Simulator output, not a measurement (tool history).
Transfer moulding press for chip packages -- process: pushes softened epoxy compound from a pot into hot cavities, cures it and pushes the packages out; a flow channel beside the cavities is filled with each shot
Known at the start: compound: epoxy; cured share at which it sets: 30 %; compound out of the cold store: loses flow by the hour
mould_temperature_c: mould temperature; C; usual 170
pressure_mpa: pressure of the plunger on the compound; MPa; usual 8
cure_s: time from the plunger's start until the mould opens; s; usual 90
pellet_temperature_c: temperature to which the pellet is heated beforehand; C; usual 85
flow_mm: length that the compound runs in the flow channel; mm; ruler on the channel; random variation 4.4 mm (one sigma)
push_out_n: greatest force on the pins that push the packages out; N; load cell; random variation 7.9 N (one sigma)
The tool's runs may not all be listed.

run,hour,mould_temperature_c,pressure_mpa,cure_s,pellet_temperature_c,incoming compound's hours out of the cold store,flow_mm,push_out_n
1,0,170,8,90,85,38.6,853,333
2,7.9,170,8,90,83,28.6,885,325
# hour 14.7: cavities cleaned with cleaning compound and waxed
3,18.3,176,8,90,83,42.9,823,289
4,25,176,8,90,83,8.4,910,273
5,32.9,176,8,90,83,12,899,287
6,37.2,176,8,90,83,8.1,913,290
7,43.7,176,8,90,83,32.8,849,285
8,48.3,170,6.87,90,85,41.9,784,344
9,52.6,170,6.87,90,85,10.2,871,336
10,58.1,170,8,77,85,39.8,851,453
11,65.6,170,8,77,83,14.3,927,480
12,69.7,170,8,77,83,22.7,893,485
13,74,170,6.52,90,85,23.6,805,332
14,78.7,170,6.52,90,85,8.9,842,347
15,83.6,170,6.52,90,85,15.1,826,350
16,93.3,173,6.13,90,85,11.6,810,309
17,99,169,6.37,127,77,9.8,844,276
18,105.5,169,6.37,127,77,32.9,788,271
19,111.3,169,6.37,127,77,22.2,811,286
20,116.9,169,6.37,87,77,31.9,789,378
21,124.5,169,6.37,87,77,34,778,387
22,130.1,167,6.82,87,77,19,858,443
23,136.1,176,6.82,87,86,14.1,821,290
24,141.8,167,7.35,90,86,32.8,858,412
25,149.1,163,8,70,85,36.5,892,958
# hour 153.4: plunger's sealing rings changed
26,156.3,170,6.48,113,86,22.1,810,280
27,160.9,170,6.48,113,86,12.4,830,274
# hour 166.7: cavities cleaned with cleaning compound and waxed
28,169.8,170,6.48,113,86,19.5,814,282
29,177.3,170,6.48,79,94,21.6,809,417
30,182.2,170,8,90,76,32.3,877,338

Pick out some run-to-run changes in push_out_n. Of each, how much would a tool without hidden state show as well, from the settings, what came in and chance, and how much is left for the hidden state and any gauge scatter not in both results compared?
Hidden state present: true mould temperature over the reading, C; pressure that reaches the compound, % of what is set; grip of the stained cavities, % over clean ones'; drift of the gauge itself on flow_mm, %; drift of the gauge itself on push_out_n, %.
Run 2 -> 3: mould_temperature_c 170 -> 176, cavities cleaned with cleaning compound and waxed. push_out_n -36 N: hidden state -4, all else -32.
Run 12 -> 13: pressure_mpa 8 -> 6.52, cure_s 77 -> 90, pellet_temperature_c 83 -> 85. push_out_n -153 N: hidden state +0, all else -153.
Run 24 -> 25: mould_temperature_c 167 -> 163, pressure_mpa 7.35 -> 8, cure_s 90 -> 70, pellet_temperature_c 86 -> 85. push_out_n +546 N: hidden state +7, all else +539.
Run 25 -> 26: mould_temperature_c 163 -> 170, pressure_mpa 8 -> 6.48, cure_s 70 -> 113, pellet_temperature_c 85 -> 86, plunger's sealing rings changed. push_out_n -678 N: hidden state -8, all else -670.
